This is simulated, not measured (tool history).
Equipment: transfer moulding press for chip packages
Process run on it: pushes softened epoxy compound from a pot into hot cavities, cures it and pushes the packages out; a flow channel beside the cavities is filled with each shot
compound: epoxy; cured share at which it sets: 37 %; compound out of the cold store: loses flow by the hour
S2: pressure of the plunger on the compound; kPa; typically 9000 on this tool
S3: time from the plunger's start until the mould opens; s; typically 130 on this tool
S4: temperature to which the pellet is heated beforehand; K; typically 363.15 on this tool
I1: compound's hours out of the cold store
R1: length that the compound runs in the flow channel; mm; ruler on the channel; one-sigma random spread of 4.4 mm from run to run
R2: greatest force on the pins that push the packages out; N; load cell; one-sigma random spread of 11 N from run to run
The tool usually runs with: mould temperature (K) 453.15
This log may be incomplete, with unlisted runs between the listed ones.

Run 1, day 0.000: usual settings; I1 21.3. Result: R1 997 mm, R2 589 N.
Run 2, day 3.679: usual settings; I1 44.9. Result: R1 901 mm, R2 766 N.
At day 4.112: cavities cleaned with cleaning compound and waxed.
Run 3, day 5.508: usual settings; I1 10.9. Result: R1 1030 mm, R2 658 N.
At day 9.258: cavities cleaned with cleaning compound and waxed.
Run 4, day 9.467: usual settings; I1 27.9. Result: R1 945 mm, R2 537 N.
Run 5, day 11.250: usual settings; I1 22.0. Result: R1 970 mm, R2 671 N.
At day 14.246: cavities cleaned with cleaning compound and waxed.
Run 6, day 15.150: usual settings; I1 16.7. Result: R1 976 mm, R2 607 N.
Run 7, day 18.025: usual settings; I1 33.9. Result: R1 900 mm, R2 751 N.
At day 19.146: cavities cleaned with cleaning compound and waxed.
Run 8, day 20.471: usual settings but mould temperature (K) 452.15, S2 8190 kPa; I1 18.2. Result: R1 928 mm, R2 682 N.
Run 9, day 22.208: usual settings but mould temperature (K) 452.15, S2 8190 kPa; I1 21.9. Result: R1 907 mm, R2 763 N.

Run 10, settings as shown, results not yet in. Your forecast:
At day 24.054: cavities cleaned with cleaning compound and waxed.
Run 10, day 25.150: usual settings but mould temperature (K) 452.15, S2 8190 kPa; I1 32.6. Result: R1 ?, R2 ?.

{"run 10": {"R1": 855, "R2": 663}}
Minus the tool's unlogged condition, the same run would have read R1 921 mm, R2 537 N.
